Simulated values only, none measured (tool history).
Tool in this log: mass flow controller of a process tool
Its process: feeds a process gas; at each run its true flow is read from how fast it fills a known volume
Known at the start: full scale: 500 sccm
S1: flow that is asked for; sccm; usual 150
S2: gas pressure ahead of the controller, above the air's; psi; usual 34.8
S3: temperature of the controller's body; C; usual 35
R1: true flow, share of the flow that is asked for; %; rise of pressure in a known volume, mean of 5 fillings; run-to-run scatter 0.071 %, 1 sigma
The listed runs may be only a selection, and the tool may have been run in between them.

run    hour   S1    S2  S3     R1
  1     0.0  150  34.8  35  96.56
  2   123.8  436  34.8  35  99.15
  3   187.2  436  34.8  35  99.05
  4   270.9  436  34.8  35  99.21
  5   359.4  436  34.8  35  99.11
  6   443.0  150  34.8  28  95.44
  7   560.2  150  34.8  28  95.37
  8   629.1  150  34.8  35  96.15
  9   758.3  150  34.8  35  96.07
 10   882.7  150  34.8  35  95.96
 11   952.6  150  22.6  35  95.57
 12  1054.1  150  22.6  35  95.58
 13  1113.6  150  22.6  35  95.52
 14  1232.6  150  22.6  35  95.43
 15  1334.0  150  22.6  35  95.42
 16  1461.5   78  22.6  35  92.39
 17  1580.7   78  22.6  35  92.34
 18  1646.9   78  22.6  35  92.32
 19  1767.0   78  27.8  35  97.48
 20  1867.4  150  34.8  29  97.25
 21  1941.0  256  24.2  35  98.27
 22  2016.5  175  24.2  26  96.83
 23  2133.6  211  22.6  23  96.59
 24  2204.0  344  22.6  38  98.87
 25  2299.6  344  22.6  38  98.85
 26  2372.0  491  34.8  34  99.31
 27  2463.5  491  34.8  34  99.48
 28  2560.4  218  26.4  21  96.32
 29  2668.6  301  35.5  21  97.08
 30  2735.7  191  34.8  35  97.79
 31  2821.1   94  22.9  27  95.64
 32  2887.6   90  35.4  26  95.78
 33  2955.2   73  22.6  20  94.27
 34  3029.6  249  29.7  35  97.80

Between the runs listed above, the log contained 1 entry, not reproduced here. Where in the sequence does each belong, and how does what the log doesn't record of the tool's condition differ from the listed run before to the listed run after?
Logged between run 18 and run 19: controller's zero set anew (hour 1745.6)
  flow at rest that the sensor doesn't see, % of full scale: -0.825 -> -0.032; true flow over the shown one, %: -1.36 -> -1.39
  difference, measured minus the result without the unlogged condition, R1: -6.65 -> -1.59 %

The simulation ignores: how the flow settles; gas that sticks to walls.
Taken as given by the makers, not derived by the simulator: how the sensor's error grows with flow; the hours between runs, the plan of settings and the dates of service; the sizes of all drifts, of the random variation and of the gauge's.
